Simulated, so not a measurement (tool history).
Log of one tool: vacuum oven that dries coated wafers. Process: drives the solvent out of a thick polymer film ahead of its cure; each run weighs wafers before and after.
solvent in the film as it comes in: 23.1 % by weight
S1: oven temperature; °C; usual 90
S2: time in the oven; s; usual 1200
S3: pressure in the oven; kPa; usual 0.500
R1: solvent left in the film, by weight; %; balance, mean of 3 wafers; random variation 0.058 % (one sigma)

{"run": 1, "hour": 0.0, "S1": 90, "S2": 1200, "S3": 0.5, "R1": 3.07}
{"run": 2, "hour": 43.3, "S1": 90, "S2": 1200, "S3": 0.5, "R1": 3.14}
{"run": 3, "hour": 68.7, "S1": 89, "S2": 1200, "S3": 0.5, "R1": 3.49}
{"run": 4, "hour": 112.3, "S1": 89, "S2": 1200, "S3": 0.5, "R1": 3.34}
{"run": 5, "hour": 152.3, "S1": 77, "S2": 1200, "S3": 0.5, "R1": 9.56}
{"run": 6, "hour": 175.6, "S1": 77, "S2": 1200, "S3": 0.5, "R1": 9.67}
{"run": 7, "hour": 213.0, "S1": 77, "S2": 1200, "S3": 0.5, "R1": 9.62}
{"hour": 218.6, "done": "oven's thermocouples calibrated"}
{"run": 8, "hour": 250.0, "S1": 90, "S2": 1200, "S3": 1.115, "R1": 3.66}
{"run": 9, "hour": 279.9, "S1": 90, "S2": 1200, "S3": 1.115, "R1": 3.54}
{"run": 10, "hour": 302.4, "S1": 90, "S2": 1200, "S3": 0.5, "R1": 3.19}
{"run": 11, "hour": 348.0, "S1": 90, "S2": 1200, "S3": 0.5, "R1": 3.3}
{"run": 12, "hour": 386.7, "S1": 90, "S2": 1200, "S3": 0.5, "R1": 3.15}
{"run": 13, "hour": 427.1, "S1": 90, "S2": 720, "S3": 0.761, "R1": 6.49}
{"run": 14, "hour": 465.9, "S1": 97, "S2": 1020, "S3": 0.273, "R1": 1.48}
{"hour": 480.7, "done": "oven's thermocouples calibrated, once more"}
{"run": 15, "hour": 493.2, "S1": 87, "S2": 2100, "S3": 0.31, "R1": 1.73}
{"run": 16, "hour": 519.2, "S1": 78, "S2": 1920, "S3": 0.279, "R1": 6.04}
{"run": 17, "hour": 537.9, "S1": 104, "S2": 1920, "S3": 0.279, "R1": 0.09}
{"run": 18, "hour": 562.0, "S1": 82, "S2": 1860, "S3": 1.701, "R1": 4.99}
{"run": 19, "hour": 594.6, "S1": 90, "S2": 900, "S3": 0.438, "R1": 4.89}
{"run": 20, "hour": 623.5, "S1": 90, "S2": 900, "S3": 0.438, "R1": 4.98}
{"run": 21, "hour": 667.7, "S1": 79, "S2": 1800, "S3": 1.702, "R1": 6.74}
{"run": 22, "hour": 694.2, "S1": 79, "S2": 1800, "S3": 1.702, "R1": 6.88}
{"run": 23, "hour": 720.7, "S1": 79, "S2": 1800, "S3": 1.702, "R1": 6.98}

Hidden state or all else? Some run-to-run changes of R1, split into what the settings, what came in and random variation would give without the hidden state, and what is left for the hidden state (with any gauge scatter that isn't in both results):
The hidden state here: true wafer temperature over the reading, C; true pressure over the reading, kPa; drift of the gauge itself on solvent_pct, %.
Run 4 -> 5: S1 89 -> 77. R1 +6.22 %: hidden state +0.05, all else +6.17.
Run 7 -> 8: S1 77 -> 90, S3 0.500 -> 1.115, oven's thermocouples calibrated. R1 -5.96 %: hidden state +0.05, all else -6.01.
Run 16 -> 17: S1 78 -> 104. R1 -5.95 %: hidden state -0.35, all else -5.60.
Run 17 -> 18: S1 104 -> 82, S2 1920 -> 1860, S3 0.279 -> 1.701. R1 +4.90 %: hidden state +0.32, all else +4.58.
